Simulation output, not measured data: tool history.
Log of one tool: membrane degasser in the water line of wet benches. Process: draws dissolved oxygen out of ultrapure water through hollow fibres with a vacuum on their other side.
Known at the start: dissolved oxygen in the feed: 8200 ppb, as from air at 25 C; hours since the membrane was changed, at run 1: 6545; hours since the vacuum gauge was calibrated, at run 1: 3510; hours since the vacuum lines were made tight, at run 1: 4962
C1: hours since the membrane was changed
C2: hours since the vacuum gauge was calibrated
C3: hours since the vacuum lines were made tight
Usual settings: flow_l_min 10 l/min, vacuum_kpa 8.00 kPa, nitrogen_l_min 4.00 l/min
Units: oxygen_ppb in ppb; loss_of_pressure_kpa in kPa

{"run": 1, "day": 0.0, "flow_l_min": 10, "vacuum_kpa": 8.0, "nitrogen_l_min": 4.0, "C1": 6545, "C2": 3510, "C3": 4962, "oxygen_ppb": 305.7, "loss_of_pressure_kpa": 66.52}
{"run": 2, "day": 5.488, "flow_l_min": 10, "vacuum_kpa": 8.0, "nitrogen_l_min": 4.0, "C1": 6677, "C2": 3642, "C3": 5093, "oxygen_ppb": 310.0, "loss_of_pressure_kpa": 66.25}
{"run": 3, "day": 9.892, "flow_l_min": 10, "vacuum_kpa": 8.0, "nitrogen_l_min": 4.0, "C1": 6782, "C2": 3748, "C3": 5199, "oxygen_ppb": 307.5, "loss_of_pressure_kpa": 65.99}
{"run": 4, "day": 14.571, "flow_l_min": 10, "vacuum_kpa": 8.0, "nitrogen_l_min": 4.0, "C1": 6895, "C2": 3860, "C3": 5312, "oxygen_ppb": 307.8, "loss_of_pressure_kpa": 65.62}
{"run": 5, "day": 18.525, "flow_l_min": 10, "vacuum_kpa": 8.0, "nitrogen_l_min": 4.0, "C1": 6990, "C2": 3955, "C3": 5406, "oxygen_ppb": 307.3, "loss_of_pressure_kpa": 65.82}
{"run": 6, "day": 23.3, "flow_l_min": 10, "vacuum_kpa": 8.0, "nitrogen_l_min": 4.0, "C1": 7104, "C2": 4070, "C3": 5521, "oxygen_ppb": 309.6, "loss_of_pressure_kpa": 65.59}
{"run": 7, "day": 30.829, "flow_l_min": 10, "vacuum_kpa": 8.0, "nitrogen_l_min": 4.0, "C1": 7285, "C2": 4250, "C3": 5702, "oxygen_ppb": 311.6, "loss_of_pressure_kpa": 66.16}
{"run": 8, "day": 37.05, "flow_l_min": 10, "vacuum_kpa": 17.13, "nitrogen_l_min": 4.0, "C1": 7434, "C2": 4400, "C3": 5851, "oxygen_ppb": 363.2, "loss_of_pressure_kpa": 66.12}
{"run": 9, "day": 42.35, "flow_l_min": 10, "vacuum_kpa": 17.13, "nitrogen_l_min": 4.0, "C1": 7561, "C2": 4527, "C3": 5978, "oxygen_ppb": 365.6, "loss_of_pressure_kpa": 66.25}
{"run": 10, "day": 47.0, "flow_l_min": 10, "vacuum_kpa": 17.13, "nitrogen_l_min": 4.0, "C1": 7673, "C2": 4638, "C3": 6090, "oxygen_ppb": 362.0, "loss_of_pressure_kpa": 65.86}
{"run": 11, "day": 54.575, "flow_l_min": 10, "vacuum_kpa": 7.39, "nitrogen_l_min": 4.33, "C1": 7855, "C2": 4820, "C3": 6272, "oxygen_ppb": 305.6, "loss_of_pressure_kpa": 66.36}
{"run": 12, "day": 60.571, "flow_l_min": 6, "vacuum_kpa": 8.0, "nitrogen_l_min": 4.0, "C1": 7999, "C2": 4964, "C3": 6415, "oxygen_ppb": 78.8, "loss_of_pressure_kpa": 39.83}
{"run": 13, "day": 65.538, "flow_l_min": 10, "vacuum_kpa": 8.8, "nitrogen_l_min": 10.72, "C1": 8118, "C2": 5083, "C3": 6535, "oxygen_ppb": 291.0, "loss_of_pressure_kpa": 65.8}
{"run": 14, "day": 73.029, "flow_l_min": 10, "vacuum_kpa": 8.8, "nitrogen_l_min": 10.72, "C1": 8298, "C2": 5263, "C3": 6714, "oxygen_ppb": 291.1, "loss_of_pressure_kpa": 65.13}
{"run": 15, "day": 76.729, "flow_l_min": 10, "vacuum_kpa": 8.8, "nitrogen_l_min": 10.72, "C1": 8387, "C2": 5352, "C3": 6803, "oxygen_ppb": 297.9, "loss_of_pressure_kpa": 65.76}
{"run": 16, "day": 81.65, "flow_l_min": 10, "vacuum_kpa": 8.8, "nitrogen_l_min": 10.72, "C1": 8505, "C2": 5470, "C3": 6921, "oxygen_ppb": 298.6, "loss_of_pressure_kpa": 65.86}
{"run": 17, "day": 85.312, "flow_l_min": 6, "vacuum_kpa": 16.92, "nitrogen_l_min": 4.0, "C1": 8592, "C2": 5558, "C3": 7009, "oxygen_ppb": 113.7, "loss_of_pressure_kpa": 39.22}
{"run": 18, "day": 89.188, "flow_l_min": 7, "vacuum_kpa": 12.09, "nitrogen_l_min": 7.39, "C1": 8686, "C2": 5651, "C3": 7102, "oxygen_ppb": 124.0, "loss_of_pressure_kpa": 45.86}

Some steps in loss_of_pressure_kpa between neighbouring runs. How much of each would the tool show without its hidden state too (settings, what came in, random variation), and how much is left for the hidden state, with any gauge scatter that isn't in both results?
The hidden state here: membrane still open, %; true pressure behind the membrane over the reading, kPa; air that leaks in behind the membrane, l/min; drift of the gauge itself on oxygen_ppb, %; drift of the gauge itself on loss_of_pressure_kpa, %.
Run 16 -> 17: flow_l_min 10 -> 6, vacuum_kpa 8.80 -> 16.92, nitrogen_l_min 10.72 -> 4.00. loss_of_pressure_kpa -26.64 kPa: hidden state +0.20, all else -26.84.

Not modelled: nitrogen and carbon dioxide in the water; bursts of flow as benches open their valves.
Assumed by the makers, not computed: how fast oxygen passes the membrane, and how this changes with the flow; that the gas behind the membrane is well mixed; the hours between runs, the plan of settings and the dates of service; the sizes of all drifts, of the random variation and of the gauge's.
